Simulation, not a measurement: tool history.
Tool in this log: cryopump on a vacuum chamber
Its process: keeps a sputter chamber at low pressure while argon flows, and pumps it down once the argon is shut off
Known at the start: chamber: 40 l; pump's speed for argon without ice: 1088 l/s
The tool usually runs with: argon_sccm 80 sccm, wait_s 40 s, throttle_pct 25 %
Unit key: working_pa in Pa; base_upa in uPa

{"run": 1, "hour": 0.0, "argon_sccm": 80, "wait_s": 40, "throttle_pct": 25, "working_pa": 0.5175, "base_upa": 3.16}
{"run": 2, "hour": 11.6, "argon_sccm": 80, "wait_s": 40, "throttle_pct": 25, "working_pa": 0.5162, "base_upa": 3.31}
{"run": 3, "hour": 22.3, "argon_sccm": 80, "wait_s": 40, "throttle_pct": 25, "working_pa": 0.5181, "base_upa": 3.29}
{"run": 4, "hour": 38.2, "argon_sccm": 80, "wait_s": 40, "throttle_pct": 25, "working_pa": 0.5144, "base_upa": 3.23}
{"run": 5, "hour": 52.5, "argon_sccm": 80, "wait_s": 40, "throttle_pct": 25, "working_pa": 0.5193, "base_upa": 3.12}
{"run": 6, "hour": 69.5, "argon_sccm": 80, "wait_s": 40, "throttle_pct": 25, "working_pa": 0.5197, "base_upa": 3.3}
{"run": 7, "hour": 82.6, "argon_sccm": 80, "wait_s": 40, "throttle_pct": 25, "working_pa": 0.5223, "base_upa": 3.25}
{"run": 8, "hour": 92.9, "argon_sccm": 80, "wait_s": 40, "throttle_pct": 25, "working_pa": 0.5163, "base_upa": 3.29}
{"run": 9, "hour": 110.9, "argon_sccm": 36, "wait_s": 40, "throttle_pct": 50, "working_pa": 0.123, "base_upa": 3.31}
{"run": 10, "hour": 126.9, "argon_sccm": 36, "wait_s": 40, "throttle_pct": 50, "working_pa": 0.123, "base_upa": 3.41}
{"run": 11, "hour": 145.5, "argon_sccm": 79, "wait_s": 93, "throttle_pct": 25, "working_pa": 0.5169, "base_upa": 1.83}
{"run": 12, "hour": 161.9, "argon_sccm": 74, "wait_s": 172, "throttle_pct": 45, "working_pa": 0.2843, "base_upa": 1.24}
{"run": 13, "hour": 181.1, "argon_sccm": 74, "wait_s": 172, "throttle_pct": 45, "working_pa": 0.2819, "base_upa": 1.28}
{"run": 14, "hour": 199.9, "argon_sccm": 74, "wait_s": 24, "throttle_pct": 31, "working_pa": 0.4008, "base_upa": 5.23}
{"run": 15, "hour": 213.3, "argon_sccm": 41, "wait_s": 24, "throttle_pct": 50, "working_pa": 0.1446, "base_upa": 5.35}

Predict the results of run 16:
{"run": 16, "hour": 227.8, "argon_sccm": 80, "wait_s": 40, "throttle_pct": 22, "working_pa": "?", "base_upa": "?"}

working_pa: 0.5979 Pa
base_upa: 3.40 uPa
If the tool had no hidden condition, the same run with the same run-to-run variation would have returned working_pa 0.5648 Pa, base_upa 2.97 uPa.
